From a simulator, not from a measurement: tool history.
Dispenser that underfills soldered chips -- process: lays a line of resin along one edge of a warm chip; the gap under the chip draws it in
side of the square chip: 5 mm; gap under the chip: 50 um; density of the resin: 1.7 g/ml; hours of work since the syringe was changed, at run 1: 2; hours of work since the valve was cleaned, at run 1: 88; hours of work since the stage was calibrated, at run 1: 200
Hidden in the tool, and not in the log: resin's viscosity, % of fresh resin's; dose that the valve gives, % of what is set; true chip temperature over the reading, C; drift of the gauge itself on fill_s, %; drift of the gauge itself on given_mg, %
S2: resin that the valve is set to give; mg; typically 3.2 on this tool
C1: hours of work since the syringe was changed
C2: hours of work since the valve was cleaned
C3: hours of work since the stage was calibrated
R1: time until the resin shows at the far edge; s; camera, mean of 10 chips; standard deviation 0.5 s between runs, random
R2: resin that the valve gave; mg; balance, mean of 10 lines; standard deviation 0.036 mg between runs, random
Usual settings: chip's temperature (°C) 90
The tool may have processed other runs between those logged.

Run 1, hour 0: usual settings; C1 2; C2 88; C3 200. Result: R1 43.3 s, R2 2.95 mg.
Run 2, hour 12.1: usual settings but S2 2.95 mg; C1 10; C2 96; C3 208. Result: R1 64.2 s, R2 2.73 mg.
At hour 14.3: new syringe of resin.
At hour 17.6: dispensing valve cleaned and set on the balance.
Run 3, hour 25.4: usual settings but chip's temperature (°C) 98, S2 2.95 mg; C1 7; C2 5; C3 216. Result: R1 38.2 s, R2 2.9 mg.
At hour 32.4: new syringe of resin.
Run 4, hour 33.2: usual settings but chip's temperature (°C) 98, S2 2.95 mg; C1 1; C2 10; C3 222. Result: R1 27.8 s, R2 2.97 mg.
Run 5, hour 47.3: usual settings but chip's temperature (°C) 98, S2 3.18 mg; C1 10; C2 20; C3 231. Result: R1 43 s, R2 3.12 mg.
At hour 49.4: new syringe of resin.
Run 6, hour 57.4: usual settings but chip's temperature (°C) 98, S2 3.61 mg; C1 5; C2 26; C3 238. Result: R1 35.1 s, R2 3.53 mg.
At hour 66: new syringe of resin.
Run 7, hour 68.2: usual settings but chip's temperature (°C) 98, S2 3.61 mg; C1 1; C2 33; C3 245. Result: R1 28.9 s, R2 3.48 mg.
Run 8, hour 77.3: usual settings but chip's temperature (°C) 88; C1 8; C2 40; C3 251. Result: R1 61.3 s, R2 3.16 mg.
At hour 82.1: new syringe of resin.
Run 9, hour 85.6: usual settings but chip's temperature (°C) 88; C1 2; C2 45; C3 256. Result: R1 47.9 s, R2 3.05 mg.
Run 10, hour 96.5: usual settings but chip's temperature (°C) 92; C1 10; C2 52; C3 263. Result: R1 55.4 s, R2 3 mg.
At hour 98.4: new syringe of resin.
Run 11, hour 109.3: usual settings but S2 2.79 mg; C1 7; C2 61; C3 272. Result: R1 55.9 s, R2 2.62 mg.
At hour 114.7: new syringe of resin.
Run 12, hour 115.8: usual settings; C1 1; C2 65; C3 276. Result: R1 39.7 s, R2 3.02 mg.
Run 13, hour 123.7: usual settings; C1 6; C2 70; C3 281. Result: R1 49.9 s, R2 3.06 mg.
At hour 131.1: new syringe of resin.
Run 14, hour 135: usual settings; C1 3; C2 78; C3 289. Result: R1 43.6 s, R2 2.93 mg.
Run 15, hour 143.7: usual settings but chip's temperature (°C) 85; C1 8; C2 83; C3 295. Result: R1 71.2 s, R2 2.9 mg.
At hour 147.6: new syringe of resin.
Run 16, hour 158: usual settings but S2 4.07 mg; C1 7; C2 93; C3 304. Result: R1 50.5 s, R2 3.75 mg.
At hour 163.9: new syringe of resin.
At hour 169.1: dispensing valve cleaned and set on the balance.
Run 17, hour 171.9: usual settings but S2 4.07 mg; C1 5; C2 2; C3 312. Result: R1 45.9 s, R2 4.09 mg.
At hour 181: new syringe of resin.
Run 18, hour 181: usual settings but chip's temperature (°C) 88, S2 2.95 mg; C1 0; C2 8; C3 318. Result: R1 41.7 s, R2 2.93 mg.
Run 19, hour 186.9: usual settings but S2 3.3 mg; C1 4; C2 12; C3 322. Result: R1 46.6 s, R2 3.28 mg.
At hour 197.1: new syringe of resin.
Run 20, hour 201.2: usual settings but S2 3.3 mg; C1 3; C2 21; C3 332. Result: R1 42.6 s, R2 3.19 mg.
At hour 213.2: new syringe of resin.
Run 21, hour 214.1: usual settings but chip's temperature (°C) 95, S2 2.81 mg; C1 1; C2 30; C3 340. Result: R1 31.8 s, R2 2.7 mg.
Run 22, hour 221: usual settings but chip's temperature (°C) 95, S2 2.81 mg; C1 5; C2 34; C3 345. Result: R1 38.4 s, R2 2.66 mg.
At hour 230.2: new syringe of resin.
Run 23, hour 232.9: usual settings but chip's temperature (°C) 87, S2 2.86 mg; C1 2; C2 42; C3 353. Result: R1 48.9 s, R2 2.74 mg.
Run 24, hour 242.4: usual settings but chip's temperature (°C) 98, S2 2.86 mg; C1 8; C2 48; C3 359. Result: R1 40.8 s, R2 2.7 mg.
At hour 246.4: new syringe of resin.
Run 25, hour 251: usual settings but chip's temperature (°C) 99, S2 4.19 mg; C1 3; C2 54; C3 365. Result: R1 28 s, R2 3.98 mg.
Run 26, hour 260.5: usual settings but chip's temperature (°C) 99, S2 4.19 mg; C1 9; C2 60; C3 371. Result: R1 38.2 s, R2 3.88 mg.
At hour 262.6: new syringe of resin.
Run 27, hour 274.1: usual settings but chip's temperature (°C) 102, S2 2.74 mg; C1 8; C2 69; C3 380. Result: R1 34 s, R2 2.58 mg.
At hour 278.5: new syringe of resin.
At hour 279.5: stage's temperature calibrated.
Run 28, hour 283.7: usual settings but chip's temperature (°C) 102, S2 2.74 mg; C1 3; C2 75; C3 3. Result: R1 28.8 s, R2 2.53 mg.
Run 29, hour 294.4: usual settings but chip's temperature (°C) 105, S2 3.21 mg; C1 10; C2 82; C3 10. Result: R1 33.7 s, R2 3.03 mg.
At hour 296.5: new syringe of resin.
Run 30, hour 308.9: usual settings but chip's temperature (°C) 104, S2 2.78 mg; C1 8; C2 92; C3 20. Result: R1 35.8 s, R2 2.59 mg.
At hour 312.5: new syringe of resin.
At hour 321.7: dispensing valve cleaned and set on the balance.
Run 31, hour 321.7: usual settings but chip's temperature (°C) 99, S2 3.96 mg; C1 6; C2 0; C3 27. Result: R1 35.7 s, R2 3.92 mg.
At hour 329.9: new syringe of resin.
Run 32, hour 334.7: usual settings but chip's temperature (°C) 88, S2 3.96 mg; C1 3; C2 9; C3 36. Result: R1 51.9 s, R2 3.91 mg.
Run 33, hour 344.5: usual settings but chip's temperature (°C) 88, S2 3.96 mg; C1 10; C2 15; C3 42. Result: R1 70.7 s, R2 3.95 mg.
At hour 346.8: new syringe of resin.
Run 34, hour 352: usual settings but chip's temperature (°C) 88, S2 3.96 mg; C1 3; C2 20; C3 47. Result: R1 51.9 s, R2 3.84 mg.

A few steps of R1 between consecutive runs. Split each: what settings, incoming material and random variation would produce without the hidden state, and what is left over for the hidden state, along with gauge scatter present in only one of the two compared results (measured, and without hidden state):
Run 1 -> 2: S2 3.2 -> 2.95. R1 +20.9 s: hidden state +20.5, all else +0.4.
Run 2 -> 3: chip's temperature (°C) 90 -> 98, new syringe of resin, dispensing valve cleaned and set on the balance. R1 -26 s: hidden state -14.2, all else -11.8.
Run 7 -> 8: chip's temperature (°C) 98 -> 88, S2 3.61 -> 3.2. R1 +32.4 s: hidden state +15.9, all else +16.5.
Run 14 -> 15: chip's temperature (°C) 90 -> 85. R1 +27.6 s: hidden state +17.7, all else +9.9.
Run 32 -> 33: no setting changed, nothing entered. R1 +18.8 s: hidden state +18.3, all else +0.5.
Run 33 -> 34: new syringe of resin. R1 -18.8 s: hidden state -18, all else -0.8.
